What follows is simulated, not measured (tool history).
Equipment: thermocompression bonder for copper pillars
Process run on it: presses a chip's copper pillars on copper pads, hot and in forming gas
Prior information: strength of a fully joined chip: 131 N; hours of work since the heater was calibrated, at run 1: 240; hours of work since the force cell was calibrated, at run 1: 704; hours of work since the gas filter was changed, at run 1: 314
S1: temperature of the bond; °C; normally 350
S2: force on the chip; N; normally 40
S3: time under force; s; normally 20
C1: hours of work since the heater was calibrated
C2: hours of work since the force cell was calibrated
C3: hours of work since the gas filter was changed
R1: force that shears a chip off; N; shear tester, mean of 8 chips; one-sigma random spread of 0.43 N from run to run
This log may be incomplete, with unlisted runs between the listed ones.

run	hour	S1	S2	S3	C1	C2	C3	R1
1	0	350	40	20	240	704	314	53.3
2	40.3	350	40	20	270	734	344	52.9
3	80.9	350	40	20	300	763	373	52
4	109.1	350	51	20	321	784	394	59.6
5	161.3	350	40	20	359	822	432	52.9
# hour 207: forming gas filter changed
6	211.4	350	40	20	395	859	3	53.6
7	256.5	350	59	20	429	892	36	66.2
8	286	350	59	20	450	914	58	65.6
9	325.7	350	59	20	479	943	87	64.8
10	360.2	350	59	20	505	968	113	64.3
11	417.8	350	59	20	547	1011	155	63.8
12	451.3	350	40	20	572	1035	179	52.9
13	505.3	329	40	20	611	1075	219	42.6
14	555.5	350	36	20	648	1112	256	49.3
15	589.1	350	40	20	673	1136	281	52
16	643.5	350	40	20	713	1176	321	51.4
17	669.3	350	40	20	732	1195	340	51.3
18	720.1	350	40	14	769	1233	377	44.4
19	780.4	350	40	20	813	1277	421	51
20	809.7	350	40	20	835	1299	443	50.9
# hour 828.1: force cell calibrated
# hour 842.4: forming gas filter changed
21	860.3	365	32	16	871	23	13	48
# hour 866.8: heater calibrated with a thermocouple chip
22	903.9	365	32	16	27	54	44	46
23	962.9	322	24	11	71	97	87	20.5
# hour 989.9: heater calibrated with a thermocouple chip, once more
24	992.2	322	24	11	2	117	107	24.1
25	1030.4	322	24	11	30	145	135	23.7
26	1070.6	322	24	11	59	175	165	23.7
27	1125.8	356	49	11	100	215	205	50.9
28	1178.5	350	40	27	139	254	244	60.1
29	1211.9	356	40	20	163	279	269	55.7
30	1238.2	379	24	37	182	298	288	65.2
31	1301.1	326	24	43	229	344	334	42.5
32	1337.6	350	27	20	256	371	361	42.7
33	1381.6	325	40	20	288	403	393	41.7
34	1436.7	327	25	20	328	444	434	31.9
35	1468.9	355	40	19	352	467	457	53.4
# hour 1484.4: forming gas filter changed
36	1510.1	355	25	19	382	497	19	42.9
37	1569.2	355	25	19	425	541	62	42.4
38	1610.3	350	29	20	455	571	92	44.4
39	1668.4	338	29	20	498	614	135	39.9

Alternative continuations, all from the tool just after run 39; predict every row:
A	1713.7	327	42	21	531	647	168	?
B	1713.7	358	45	27	531	647	168	?
C	1713.7	338	57	20	531	647	168	?

run	R1
A	43.9
B	67.1
C	57.3
Had the tool no hidden state, the same runs would have come out as:
run	R1
A	46.2
B	69.8
C	59.9
